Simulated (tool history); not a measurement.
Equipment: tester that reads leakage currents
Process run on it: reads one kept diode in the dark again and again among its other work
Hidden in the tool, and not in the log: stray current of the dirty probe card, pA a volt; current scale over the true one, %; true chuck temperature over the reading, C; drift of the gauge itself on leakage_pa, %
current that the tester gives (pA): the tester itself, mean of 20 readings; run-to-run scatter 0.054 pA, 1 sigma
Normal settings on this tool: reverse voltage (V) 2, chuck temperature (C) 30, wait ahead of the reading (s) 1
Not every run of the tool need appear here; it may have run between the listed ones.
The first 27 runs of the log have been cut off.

run	hour	reverse voltage (V)	chuck temperature (C)	wait ahead of the reading (s)	hours of work since the probe card was cleaned	hours of work since the tester was calibrated	hours of work since the chuck was calibrated	current that the tester gives (pA)
28	3692.8	1.42	30	0.81	987	4195	99	6.34
29	3846.1	5.36	30	1	1079	4288	191	14.57
30	3999.9	1.35	46	2.48	1171	4380	284	20.49
31	4158.6	1.96	25	0.95	1267	4476	379	5.31
32	4320.8	1.96	25	0.95	1364	4573	477	5.34
33	4400	9.33	21	0.37	1412	4621	525	15.47
34	4526.1	9.33	21	0.37	1488	4697	600	15.67
# hour 4605.2: chuck's temperature calibrated
35	4696.1	4.84	21	0.37	1589	4798	55	9.78
36	4866.5	4.84	21	0.37	1691	4900	157	9.96
37	4943.1	19.92	28	0.83	1737	4946	203	37.99
38	5072.8	7.73	23	2.25	1815	5024	281	13.63
39	5199.9	17.95	30	1	1892	5101	358	39.13
40	5336.2	7.01	29	9.13	1974	5183	440	17.77

3 ways to go on from here, each from the tool as it stands after run 40. What would each give?
# hour 5453.1: probe card cleaned and baked
A	5485	7.5	30	1	19	5270	527	?
# hour 5453.1: probe card cleaned and baked
B	5485	1.11	30	5.35	19	5270	527	?
# hour 5453.1: probe card cleaned and baked
C	5485	2	30	1.32	19	5270	527	?

run	current that the tester gives (pA)
A	15.08
B	4.66
C	6.73
Stripped of hidden state, with their random variation kept, the same runs would have yielded:
run	current that the tester gives (pA)
A	15.82
B	4.91
C	7.08

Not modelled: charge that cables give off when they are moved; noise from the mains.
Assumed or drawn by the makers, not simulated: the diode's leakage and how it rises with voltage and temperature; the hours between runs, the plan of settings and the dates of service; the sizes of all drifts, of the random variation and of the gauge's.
